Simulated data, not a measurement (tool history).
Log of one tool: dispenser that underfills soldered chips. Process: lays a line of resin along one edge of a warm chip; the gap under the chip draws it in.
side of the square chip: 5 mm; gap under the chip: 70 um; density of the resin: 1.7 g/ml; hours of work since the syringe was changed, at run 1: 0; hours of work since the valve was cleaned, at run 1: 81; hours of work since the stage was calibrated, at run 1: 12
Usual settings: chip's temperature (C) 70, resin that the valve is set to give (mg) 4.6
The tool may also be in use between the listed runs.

run,hour,chip's temperature (C),resin that the valve is set to give (mg),hours of work since the syringe was changed,hours of work since the valve was cleaned,hours of work since the stage was calibrated,time until the resin shows at the far edge (s),resin that the valve gave (mg)
1,0,70,4.6,0,81,12,8.1,4.2
# hour 3.8: dispensing valve cleaned and set on the balance
# hour 9.5: new syringe of resin
2,10.8,70,4.6,1,5,19,8.4,4.54
3,16.4,70,4.6,5,9,23,10,4.59
# hour 18: new syringe of resin
# hour 26.3: new syringe of resin
4,26.5,70,4.6,0,16,30,7.9,4.52
5,31.3,70,4.6,4,20,33,9.5,4.49
# hour 34.6: new syringe of resin
6,39.1,70,4.6,3,25,39,8.8,4.5
# hour 43.2: new syringe of resin
7,48.9,75,4.6,4,32,46,7.2,4.43
# hour 52.1: new syringe of resin
8,58.4,75,5.58,5,39,53,7.5,5.34
# hour 60.8: new syringe of resin
9,67.3,75,5.58,5,45,59,7.5,5.36
# hour 69.5: new syringe of resin
10,71.7,75,5.58,2,48,62,5.8,5.29
11,76,75,5.58,5,51,65,7.2,5.27
# hour 77.9: new syringe of resin
12,82.9,69,4.6,4,56,70,9.7,4.37
# hour 86.2: new syringe of resin
13,90.5,68,4.6,3,62,76,10.9,4.31
# hour 94.6: new syringe of resin
14,98.7,68,4.6,3,67,81,10.6,4.29
# hour 103.4: new syringe of resin
15,107.7,70,4.6,3,74,88,9.6,4.22
# hour 112.1: new syringe of resin
16,116.7,70,4.63,3,80,94,9.5,4.29
# hour 120.4: new syringe of resin
# hour 122.1: dispensing valve cleaned and set on the balance
17,127.6,70,4.63,5,4,101,9.5,4.67
# hour 129.7: new syringe of resin
18,133.4,70,4.63,3,8,105,9.1,4.61
# hour 138.3: new syringe of resin
19,139.1,59,5.46,1,12,109,15.4,5.39
# hour 147: new syringe of resin
20,148.7,75,5.94,1,19,116,6.6,5.87
# hour 155.7: new syringe of resin
21,158.7,57,5.38,2,26,123,19,5.29
# hour 164.2: new syringe of resin
22,164.2,62,5.81,0,30,127,12.3,5.65
23,170.4,62,4.24,5,34,132,16,4.11
# hour 172.5: new syringe of resin
24,175.4,62,4.24,2,38,135,14.6,4.08
# hour 181.1: new syringe of resin
25,184.1,62,4.24,2,44,141,14.4,4.07
# hour 189.4: new syringe of resin
26,191.5,62,4.24,2,49,146,13.9,4.07
27,196.3,70,4.04,5,53,150,9.9,3.81
# hour 198.2: new syringe of resin
# hour 206.8: new syringe of resin
28,206.9,72,5.94,0,60,157,7.4,5.58
29,212.2,72,5.94,4,64,161,8.7,5.54
# hour 215.2: new syringe of resin
30,218.4,65,5.72,2,68,166,11.4,5.32

Forecast run 31:
31,222.7,65,5.72,6,72,169,?,?

Run 31 gave time until the resin shows at the far edge (s) 13.3, resin that the valve gave (mg) 5.33.
Without the tool's hidden state the same run would have given time until the resin shows at the far edge (s) 9.8, resin that the valve gave (mg) 5.71.
